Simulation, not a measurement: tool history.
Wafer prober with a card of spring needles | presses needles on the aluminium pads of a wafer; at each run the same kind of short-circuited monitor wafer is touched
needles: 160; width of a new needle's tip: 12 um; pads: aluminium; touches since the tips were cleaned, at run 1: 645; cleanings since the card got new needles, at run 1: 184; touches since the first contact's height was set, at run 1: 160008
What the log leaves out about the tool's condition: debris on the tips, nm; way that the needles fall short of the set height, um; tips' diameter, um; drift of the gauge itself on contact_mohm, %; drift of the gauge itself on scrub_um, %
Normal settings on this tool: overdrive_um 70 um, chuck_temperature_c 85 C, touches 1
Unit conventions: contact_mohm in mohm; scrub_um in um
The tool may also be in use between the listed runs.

run	hour	overdrive_um	chuck_temperature_c	touches	touches since the tips were cleaned	cleanings since the card got new needles	touches since the first contact's height was set	contact_mohm	scrub_um
1	0.0	70	85	1	645	184	160008	259	16.50
# hour 3.7: tips cleaned on abrasive film
# hour 9.9: tips cleaned on abrasive film
# hour 16.1: tips cleaned on abrasive film
# hour 21.1: tips cleaned on abrasive film
# hour 27.3: tips cleaned on abrasive film
# hour 33.5: tips cleaned on abrasive film
# hour 39.6: tips cleaned on abrasive film
2	41.1	70	85	1	470	191	173290	259	16.37
# hour 44.8: tips cleaned on abrasive film
# hour 49.8: tips cleaned on abrasive film
# hour 54.7: tips cleaned on abrasive film
# hour 57.5: height of the first contact set anew
# hour 60.0: tips cleaned on abrasive film
# hour 66.2: tips cleaned on abrasive film
3	67.2	70	85	1	316	196	3118	258	17.41
# hour 72.1: tips cleaned on abrasive film
# hour 77.1: tips cleaned on abrasive film
# hour 82.1: tips cleaned on abrasive film
# hour 88.2: tips cleaned on abrasive film
# hour 94.4: tips cleaned on abrasive film
# hour 100.6: tips cleaned on abrasive film
4	105.3	70	85	1	1542	202	15471	286	17.23
# hour 106.6: tips cleaned on abrasive film
# hour 112.8: tips cleaned on abrasive film
# hour 117.8: tips cleaned on abrasive film
# hour 124.0: tips cleaned on abrasive film
# hour 130.1: tips cleaned on abrasive film
# hour 136.3: tips cleaned on abrasive film
5	137.7	70	85	1	441	208	25923	268	17.13
# hour 141.4: tips cleaned on abrasive film
# hour 146.4: tips cleaned on abrasive film
# hour 151.3: tips cleaned on abrasive film
# hour 156.3: tips cleaned on abrasive film
# hour 162.5: tips cleaned on abrasive film
# hour 167.5: tips cleaned on abrasive film
6	172.1	86	116	2	1518	214	37050	264	21.05
# hour 173.4: tips cleaned on abrasive film
# hour 178.4: tips cleaned on abrasive film
# hour 184.5: tips cleaned on abrasive film
# hour 190.7: tips cleaned on abrasive film
# hour 195.7: tips cleaned on abrasive film
# hour 201.9: tips cleaned on abrasive film
# hour 206.8: tips cleaned on abrasive film
7	209.2	72	33	2	777	221	49038	244	17.53
# hour 213.0: tips cleaned on abrasive film
# hour 217.9: tips cleaned on abrasive film
# hour 222.9: tips cleaned on abrasive film
# hour 227.9: tips cleaned on abrasive film
# hour 234.0: tips cleaned on abrasive film
# hour 239.0: tips cleaned on abrasive film
# hour 245.2: tips cleaned on abrasive film
# hour 250.2: tips cleaned on abrasive film
# hour 255.1: tips cleaned on abrasive film
8	255.6	57	95	1	154	230	64008	262	13.76
# hour 260.6: tips cleaned on abrasive film
# hour 266.8: tips cleaned on abrasive film
# hour 272.9: tips cleaned on abrasive film
# hour 277.9: tips cleaned on abrasive film
# hour 284.1: tips cleaned on abrasive film
# hour 289.1: tips cleaned on abrasive film
9	290.4	55	31	3	444	236	75265	241	13.15
# hour 294.2: tips cleaned on abrasive film
# hour 300.3: tips cleaned on abrasive film
# hour 305.3: tips cleaned on abrasive film
# hour 310.3: tips cleaned on abrasive film
# hour 315.2: tips cleaned on abrasive film
10	317.5	62	57	2	740	241	84013	261	14.81

5 options for the next run, each taken on its own from the tool as it stands now. Forecast them:
# hour 321.2: tips cleaned on abrasive film
# hour 327.4: tips cleaned on abrasive film
# hour 333.6: tips cleaned on abrasive film
# hour 338.6: tips cleaned on abrasive film
A	343.1	62	57	1	1493	245	92313	?	?
# hour 321.2: tips cleaned on abrasive film
# hour 327.4: tips cleaned on abrasive film
# hour 333.6: tips cleaned on abrasive film
# hour 338.6: tips cleaned on abrasive film
B	343.1	52	70	2	1493	245	92313	?	?
# hour 321.2: tips cleaned on abrasive film
# hour 327.4: tips cleaned on abrasive film
# hour 333.6: tips cleaned on abrasive film
# hour 338.6: tips cleaned on abrasive film
C	343.1	62	122	2	1493	245	92313	?	?
# hour 321.2: tips cleaned on abrasive film
# hour 327.4: tips cleaned on abrasive film
# hour 333.6: tips cleaned on abrasive film
# hour 338.6: tips cleaned on abrasive film
D	343.1	83	31	1	1493	245	92313	?	?
# hour 321.2: tips cleaned on abrasive film
# hour 327.4: tips cleaned on abrasive film
# hour 333.6: tips cleaned on abrasive film
# hour 338.6: tips cleaned on abrasive film
E	343.1	87	32	2	1493	245	92313	?	?

run	contact_mohm	scrub_um
A	290	14.81
B	292	12.33
C	283	14.81
D	259	19.95
E	245	20.95
What these runs would have given with no unlogged condition in the tool:
run	contact_mohm	scrub_um
A	233	15.34
B	244	12.86
C	250	15.34
D	225	20.48
E	226	21.48

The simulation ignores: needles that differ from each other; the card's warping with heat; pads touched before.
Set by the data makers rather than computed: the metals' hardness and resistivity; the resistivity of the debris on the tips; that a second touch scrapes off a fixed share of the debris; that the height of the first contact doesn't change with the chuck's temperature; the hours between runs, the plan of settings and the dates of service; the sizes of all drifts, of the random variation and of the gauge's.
